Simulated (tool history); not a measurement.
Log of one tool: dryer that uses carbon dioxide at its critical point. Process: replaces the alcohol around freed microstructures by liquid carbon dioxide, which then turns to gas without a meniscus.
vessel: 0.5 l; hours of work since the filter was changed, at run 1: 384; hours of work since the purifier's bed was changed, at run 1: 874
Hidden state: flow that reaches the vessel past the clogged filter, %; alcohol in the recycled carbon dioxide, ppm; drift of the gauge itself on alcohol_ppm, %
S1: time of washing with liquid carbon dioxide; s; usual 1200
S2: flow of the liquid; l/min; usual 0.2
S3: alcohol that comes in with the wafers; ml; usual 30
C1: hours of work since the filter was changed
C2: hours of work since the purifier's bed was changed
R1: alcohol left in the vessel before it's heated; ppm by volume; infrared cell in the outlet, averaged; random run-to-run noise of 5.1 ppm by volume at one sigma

run     day    S1     S2  S3   C1    C2    R1
  1       0  1200    0.2  30  384   874   362
  2   2.479  1200    0.2  30  429   920   398
  3   5.467  1200    0.2  30  484   975   409
  4    7.65  1200  0.187  30  524  1015   541
      8.362  -- inlet filter changed
  5  10.617  1200  0.187  30   41  1069   374
  6   13.25  1200  0.187  30   90  1117   401
  7  14.546  1200  0.187  30  113  1141   412
     15.167  -- purifier's bed changed
  8  17.717  1200  0.187  30  169    47   142
  9  20.296   840    0.2  30  217    94   703
 10  22.538   840    0.2  30  258   135   728
 11  24.375   840    0.2  30  292   169   783
 12  26.842   840    0.2  30  337   214   842
 13  28.421   840    0.2  30  366   243   876
 14  29.912  1200    0.2  27  393   271   193
 15  31.704  1140  0.277  25  426   304   101
 16  33.021  1140  0.177  67  451   328   952
 17  34.992  1140  0.133  27  487   364  1354
     37.742  -- inlet filter changed
 18  37.779   840  0.224  30    1   414   400
 19    40.1   840  0.224  30   43   457   418
 20  42.246   900  0.209  55   83   497   709
 21  44.004  1020    0.2  49  115   529   490
 22  46.017  1440  0.216  69  152   566   172
 23  47.679  1260  0.216  61  182   596   221
 24  49.138   960  0.303  30  209   623   190
 25  51.942  1440  0.303  48  261   675   171
 26  54.104  1440  0.253  48  300   714   180
 27   55.45  1440  0.253  48  325   739   195

Alternative continuations, all from the tool just after run 27; predict every row:
  A  57.25  1680  0.277   51  358  772   ?
  B  57.25  1200    0.2   29  358  772   ?
  C  57.25  1260  0.228   48  358  772   ?
  D  57.25  1440  0.253   47  358  772   ?
  E  57.25  1380  0.293  105  358  772   ?

run   R1
  A  185
  B  317
  C  269
  D  194
  E  199
Without the tool's hidden state the same runs would have given:
run  R1
  A   0
  B  62
  C  43
  D   5
  E   9

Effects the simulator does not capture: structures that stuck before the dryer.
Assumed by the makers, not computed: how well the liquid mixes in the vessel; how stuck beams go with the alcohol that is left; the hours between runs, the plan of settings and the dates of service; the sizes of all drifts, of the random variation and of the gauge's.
